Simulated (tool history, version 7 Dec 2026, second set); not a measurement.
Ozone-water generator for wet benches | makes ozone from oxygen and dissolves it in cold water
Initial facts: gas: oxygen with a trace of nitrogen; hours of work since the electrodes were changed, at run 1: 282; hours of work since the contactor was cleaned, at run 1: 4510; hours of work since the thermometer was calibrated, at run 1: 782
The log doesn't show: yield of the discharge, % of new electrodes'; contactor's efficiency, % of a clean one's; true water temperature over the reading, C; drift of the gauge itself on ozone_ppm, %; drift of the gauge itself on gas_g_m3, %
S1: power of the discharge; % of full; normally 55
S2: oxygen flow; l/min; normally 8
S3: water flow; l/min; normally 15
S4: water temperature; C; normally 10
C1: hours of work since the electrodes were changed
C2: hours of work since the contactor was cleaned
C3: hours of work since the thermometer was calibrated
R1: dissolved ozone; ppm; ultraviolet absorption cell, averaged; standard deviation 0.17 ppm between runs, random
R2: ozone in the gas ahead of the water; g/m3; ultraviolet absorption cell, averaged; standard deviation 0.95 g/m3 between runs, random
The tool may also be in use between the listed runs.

| run | hour | S1 | S2 | S3 | S4 | C1 | C2 | C3 | R1 | R2 |
|---|---|---|---|---|---|---|---|---|---|---|
| 1 | 0 | 55 | 8 | 15 | 10 | 282 | 4510 | 782 | 22.4 | 161.9 |
| 2 | 24.4 | 55 | 8 | 15 | 10 | 298 | 4526 | 798 | 22.4 | 161 |
| 3 | 51 | 55 | 8 | 15 | 10 | 315 | 4543 | 816 | 22.6 | 159.3 |
| 4 | 70.8 | 55 | 8 | 15 | 10 | 328 | 4556 | 828 | 22.2 | 159.8 |
| 5 | 87 | 55 | 8 | 15 | 10 | 339 | 4566 | 839 | 22.4 | 162.3 |
| 6 | 106.6 | 55 | 8 | 15 | 10 | 351 | 4579 | 852 | 22.5 | 160.7 |
| 7 | 121.5 | 55 | 8 | 15 | 10 | 361 | 4589 | 861 | 22.3 | 160.1 |
| 8 | 136.7 | 78 | 8 | 15 | 10 | 371 | 4599 | 871 | 27.5 | 201.1 |
| 9 | 150.2 | 78 | 8 | 15 | 10 | 380 | 4607 | 880 | 27.5 | 198.6 |
| 10 | 178.5 | 78 | 8 | 15 | 10 | 398 | 4626 | 898 | 27.7 | 200.6 |
| 11 | 205.9 | 78 | 8 | 15 | 10 | 416 | 4643 | 916 | 27.8 | 200.7 |
| 12 | 226 | 78 | 8 | 15 | 10 | 429 | 4657 | 929 | 27.5 | 200.3 |
| 13 | 254.2 | 99 | 5.42 | 15 | 7 | 447 | 4675 | 947 | 33.1 | 275.1 |
| 14 | 270.4 | 99 | 5.42 | 15 | 7 | 458 | 4685 | 958 | 33.2 | 275.8 |
| 15 | 294.7 | 60 | 4.35 | 12 | 11 | 473 | 4701 | 974 | 26.9 | 221.4 |
| 16 | 313.4 | 60 | 4.35 | 12 | 11 | 485 | 4713 | 986 | 27.2 | 222.3 |
| 17 | 327.3 | 63 | 8 | 15 | 10 | 495 | 4722 | 995 | 24.2 | 176.2 |
| 18 | 350.1 | 63 | 13.71 | 15 | 8 | 509 | 4737 | 1010 | 24.2 | 136.1 |
| 19 | 380.5 | 63 | 13.71 | 15 | 8 | 529 | 4757 | 1030 | 24 | 137 |
| 20 | 409.3 | 43 | 13.71 | 10 | 8 | 548 | 4775 | 1048 | 24 | 107.3 |
| 21 | 434.1 | 43 | 13.71 | 10 | 8 | 564 | 4792 | 1064 | 24.1 | 106.4 |
| 22 | 458.9 | 43 | 13.71 | 10 | 8 | 580 | 4808 | 1080 | 23.8 | 108 |
| 23 | 475.5 | 47 | 8 | 15 | 10 | 591 | 4818 | 1091 | 20.3 | 143.7 |
| 24 | 496.6 | 55 | 7.08 | 15 | 17 | 604 | 4832 | 1105 | 19.6 | 170 |

Branching from run 24: 4 alternative next runs. What would each branch give?
| A | 512.5 | 55 | 7.08 | 17 | 17 | 615 | 4842 | 1115 | ? | ? |
| B | 512.5 | 55 | 12.3 | 15 | 14 | 615 | 4842 | 1115 | ? | ? |
| C | 512.5 | 44 | 7.79 | 15 | 10 | 615 | 4842 | 1115 | ? | ? |
| D | 512.5 | 55 | 10.49 | 15 | 17 | 615 | 4842 | 1115 | ? | ? |

| run | R1 | R2 |
|---|---|---|
| A | 17.7 | 167.9 |
| B | 20.1 | 130.7 |
| C | 19.1 | 141.1 |
| D | 18.7 | 140.9 |
What these runs would have given with no unlogged condition in the tool:
| run | R1 | R2 |
|---|---|---|
| A | 18.7 | 169.1 |
| B | 21.2 | 131.6 |
| C | 20.1 | 142 |
| D | 19.8 | 141.9 |

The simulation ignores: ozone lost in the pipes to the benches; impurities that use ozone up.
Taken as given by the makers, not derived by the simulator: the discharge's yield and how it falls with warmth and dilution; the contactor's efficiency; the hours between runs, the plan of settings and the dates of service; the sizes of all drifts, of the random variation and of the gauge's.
